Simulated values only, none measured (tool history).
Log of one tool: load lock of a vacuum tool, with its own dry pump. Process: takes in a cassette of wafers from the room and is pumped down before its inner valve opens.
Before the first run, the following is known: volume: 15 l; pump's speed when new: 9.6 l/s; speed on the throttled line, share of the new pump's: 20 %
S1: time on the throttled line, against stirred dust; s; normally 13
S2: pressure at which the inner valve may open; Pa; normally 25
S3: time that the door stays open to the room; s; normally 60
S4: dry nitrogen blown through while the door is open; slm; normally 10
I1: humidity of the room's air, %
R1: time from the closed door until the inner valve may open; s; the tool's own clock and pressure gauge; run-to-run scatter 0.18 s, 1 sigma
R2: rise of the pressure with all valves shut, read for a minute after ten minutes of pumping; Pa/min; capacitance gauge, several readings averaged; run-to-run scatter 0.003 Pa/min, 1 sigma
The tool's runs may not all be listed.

{"run": 1, "hour": 0.0, "S1": 13, "S2": 25, "S3": 60, "S4": 10, "I1": 45.5, "R1": 23.4, "R2": 0.031}
{"run": 2, "hour": 281.2, "S1": 13, "S2": 25, "S3": 60, "S4": 10, "I1": 45.5, "R1": 23.1, "R2": 0.028}
{"run": 3, "hour": 727.2, "S1": 13, "S2": 25, "S3": 60, "S4": 10, "I1": 41.9, "R1": 23.2, "R2": 0.027}
{"run": 4, "hour": 1231.2, "S1": 13, "S2": 25, "S3": 60, "S4": 10, "I1": 46.0, "R1": 23.3, "R2": 0.03}
{"run": 5, "hour": 1821.0, "S1": 13, "S2": 25, "S3": 60, "S4": 10, "I1": 46.7, "R1": 23.7, "R2": 0.034}
{"run": 6, "hour": 2349.0, "S1": 13, "S2": 25, "S3": 60, "S4": 10, "I1": 46.5, "R1": 23.6, "R2": 0.032}

What will run 7 give?
{"run": 7, "hour": 2788.7, "S1": 13, "S2": 25, "S3": 60, "S4": 10, "I1": 46.5, "R1": "?", "R2": "?"}

Run 7 yielded R1 23.2 s, R2 0.034 Pa/min.
Take away the tool's hidden state, keep the run-to-run variation as it was, and the same run would have given R1 23.2 s, R2 0.033 Pa/min.
